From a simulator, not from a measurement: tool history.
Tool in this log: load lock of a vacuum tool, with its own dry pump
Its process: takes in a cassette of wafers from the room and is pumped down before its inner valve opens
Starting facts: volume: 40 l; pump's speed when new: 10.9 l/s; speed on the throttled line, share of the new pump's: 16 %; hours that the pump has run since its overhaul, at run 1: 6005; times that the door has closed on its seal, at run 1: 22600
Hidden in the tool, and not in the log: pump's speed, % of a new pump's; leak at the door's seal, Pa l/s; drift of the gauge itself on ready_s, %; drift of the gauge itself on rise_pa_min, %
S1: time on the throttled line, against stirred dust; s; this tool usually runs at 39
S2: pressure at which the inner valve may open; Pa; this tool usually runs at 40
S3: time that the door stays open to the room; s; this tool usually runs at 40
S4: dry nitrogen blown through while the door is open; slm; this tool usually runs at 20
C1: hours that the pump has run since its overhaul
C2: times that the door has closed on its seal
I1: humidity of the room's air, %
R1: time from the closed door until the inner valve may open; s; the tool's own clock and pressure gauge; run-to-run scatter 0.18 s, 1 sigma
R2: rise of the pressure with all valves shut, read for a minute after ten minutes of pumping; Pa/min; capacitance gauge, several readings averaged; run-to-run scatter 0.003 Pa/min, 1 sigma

run 1 hour=0 | S1=39 S2=40 S3=40 S4=20 | C1=6005 C2=22600 | I1=43.1 | R1=64.3 R2=0.148
run 2 hour=192.7 | S1=31 S2=40 S3=40 S4=20 | C1=6197 C2=23129 | I1=45.4 | R1=57.8 R2=0.144
run 3 hour=285.8 | S1=31 S2=40 S3=40 S4=20 | C1=6290 C2=23384 | I1=44.5 | R1=57.7 R2=0.154
run 4 hour=395.6 | S1=31 S2=40 S3=40 S4=20 | C1=6400 C2=23685 | I1=42.6 | R1=57.8 R2=0.157
run 5 hour=567.6 | S1=39 S2=40 S3=40 S4=20 | C1=6572 C2=24156 | I1=47.8 | R1=64.6 R2=0.164
run 6 hour=708.6 | S1=39 S2=40 S3=40 S4=20 | C1=6713 C2=24543 | I1=47.9 | R1=64.9 R2=0.168
run 7 hour=790.3 | S1=39 S2=40 S3=40 S4=20 | C1=6795 C2=24767 | I1=47.8 | R1=64.7 R2=0.164
run 8 hour=934.5 | S1=39 S2=40 S3=40 S4=20 | C1=6939 C2=25162 | I1=48.6 | R1=64.8 R2=0.167
run 9 hour=1106 | S1=39 S2=40 S3=41 S4=20 | C1=7111 C2=25632 | I1=44.5 | R1=65.2 R2=0.166
run 10 hour=1278.7 | S1=39 S2=40 S3=41 S4=20 | C1=7283 C2=26105 | I1=44.9 | R1=64.8 R2=0.179
run 11 hour=1437.3 | S1=39 S2=40 S3=41 S4=20 | C1=7442 C2=26540 | I1=46 | R1=65.3 R2=0.182
run 12 hour=1610.4 | S1=39 S2=40 S3=41 S4=20 | C1=7615 C2=27014 | I1=46.8 | R1=65.2 R2=0.187
run 13 hour=1779.7 | S1=39 S2=40 S3=41 S4=20 | C1=7784 C2=27478 | I1=46.1 | R1=65.3 R2=0.191
run 14 hour=1931.8 | S1=44 S2=40 S3=196 S4=20 | C1=7936 C2=27895 | I1=44.8 | R1=69.4 R2=0.214
run 15 hour=2104.7 | S1=64 S2=35 S3=59 S4=12 | C1=8109 C2=28369 | I1=43.4 | R1=86.1 R2=0.207
run 16 hour=2248.4 | S1=44 S2=34 S3=59 S4=19 | C1=8253 C2=28763 | I1=44.3 | R1=69.9 R2=0.21
run 17 hour=2360.3 | S1=44 S2=43 S3=59 S4=19 | C1=8365 C2=29070 | I1=42.1 | R1=69.2 R2=0.207
run 18 hour=2474 | S1=44 S2=43 S3=59 S4=19 | C1=8479 C2=29381 | I1=46.4 | R1=69.3 R2=0.214
run 19 hour=2567.8 | S1=73 S2=40 S3=141 S4=20 | C1=8572 C2=29639 | I1=44.3 | R1=93.1 R2=0.231
run 20 hour=2671.4 | S1=49 S2=47 S3=105 S4=20 | C1=8676 C2=29923 | I1=41.4 | R1=73.4 R2=0.224
run 21 hour=2847.9 | S1=52 S2=57 S3=52 S4=42 | C1=8853 C2=30406 | I1=47.4 | R1=74.7 R2=0.215
run 22 hour=3050.7 | S1=39 S2=40 S3=40 S4=9 | C1=9055 C2=30962 | I1=46.4 | R1=66 R2=0.233
run 23 hour=3161.9 | S1=61 S2=40 S3=40 S4=7 | C1=9166 C2=31267 | I1=46.6 | R1=83.9 R2=0.236
run 24 hour=3283.9 | S1=39 S2=57 S3=118 S4=29 | C1=9288 C2=31601 | I1=45.6 | R1=64.5 R2=0.24
run 25 hour=3383.6 | S1=75 S2=67 S3=40 S4=20 | C1=9388 C2=31875 | I1=45.6 | R1=93.2 R2=0.235

Branching from run 25: 4 alternative next runs. What would each branch give?
run A hour=3543.8 | S1=78 S2=67 S3=46 S4=23 | C1=9548 C2=32314 | I1=46.6 | R1=? R2=?
run B hour=3543.8 | S1=75 S2=67 S3=64 S4=20 | C1=9548 C2=32314 | I1=46.1 | R1=? R2=?
run C hour=3543.8 | S1=27 S2=40 S3=85 S4=15 | C1=9548 C2=32314 | I1=43.1 | R1=? R2=?
run D hour=3543.8 | S1=39 S2=40 S3=210 S4=20 | C1=9548 C2=32314 | I1=44.7 | R1=? R2=?

run=A R1=95.4 R2=0.238
run=B R1=93.3 R2=0.242
run=C R1=56.5 R2=0.253
run=D R1=66 R2=0.251
With no hidden state in the tool, these same runs would have given:
run=A R1=92.5 R2=0.026
run=B R1=90.3 R2=0.028
run=C R1=51.7 R2=0.039
run=D R1=61.6 R2=0.039
